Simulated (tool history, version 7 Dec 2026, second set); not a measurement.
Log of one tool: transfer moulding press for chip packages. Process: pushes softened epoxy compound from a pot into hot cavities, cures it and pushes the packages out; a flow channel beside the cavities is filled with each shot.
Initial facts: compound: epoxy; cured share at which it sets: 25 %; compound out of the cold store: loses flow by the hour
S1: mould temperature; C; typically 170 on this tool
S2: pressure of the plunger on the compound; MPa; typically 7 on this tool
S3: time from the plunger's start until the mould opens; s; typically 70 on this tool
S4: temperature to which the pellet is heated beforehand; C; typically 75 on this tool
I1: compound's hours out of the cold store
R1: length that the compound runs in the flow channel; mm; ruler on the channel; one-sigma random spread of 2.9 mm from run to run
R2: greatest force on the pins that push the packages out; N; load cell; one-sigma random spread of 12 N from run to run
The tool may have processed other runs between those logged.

run 1 hour=0.0 | S1=170 S2=7 S3=70 S4=75 | I1=36.7 | R1=551 R2=774
run 2 hour=17.3 | S1=170 S2=7 S3=70 S4=75 | I1=28.7 | R1=570 R2=829
-- hour=20.7 cavities cleaned with cleaning compound and waxed
run 3 hour=28.7 | S1=170 S2=7 S3=70 S4=75 | I1=26.5 | R1=581 R2=585
run 4 hour=40.1 | S1=170 S2=7 S3=70 S4=75 | I1=8.3 | R1=638 R2=673
run 5 hour=54.6 | S1=163 S2=7 S3=70 S4=75 | I1=25.0 | R1=598 R2=1164
run 6 hour=73.9 | S1=163 S2=7 S3=70 S4=75 | I1=19.9 | R1=614 R2=1301
-- hour=91.1 cavities cleaned with cleaning compound and waxed
run 7 hour=91.1 | S1=163 S2=7 S3=70 S4=75 | I1=46.9 | R1=531 R2=829
run 8 hour=103.2 | S1=170 S2=7 S3=62 S4=75 | I1=28.2 | R1=566 R2=730
run 9 hour=123.7 | S1=170 S2=7 S3=70 S4=75 | I1=36.7 | R1=536 R2=703
run 10 hour=145.9 | S1=170 S2=7 S3=70 S4=75 | I1=31.2 | R1=549 R2=769
run 11 hour=155.4 | S1=170 S2=7 S3=70 S4=80 | I1=43.8 | R1=513 R2=770
-- hour=162.6 cavities cleaned with cleaning compound and waxed
-- hour=170.5 mould's thermocouples calibrated
run 12 hour=177.1 | S1=170 S2=7 S3=70 S4=80 | I1=39.5 | R1=521 R2=628

Forecast run 13:
run 13 hour=193.1 | S1=170 S2=7 S3=81 S4=80 | I1=21.1 | R1=? R2=?

{"run 13": {"R1": 576, "R2": 612}}
Had the tool carried no hidden state, the very same run would have given R1 614 mm, R2 470 N.
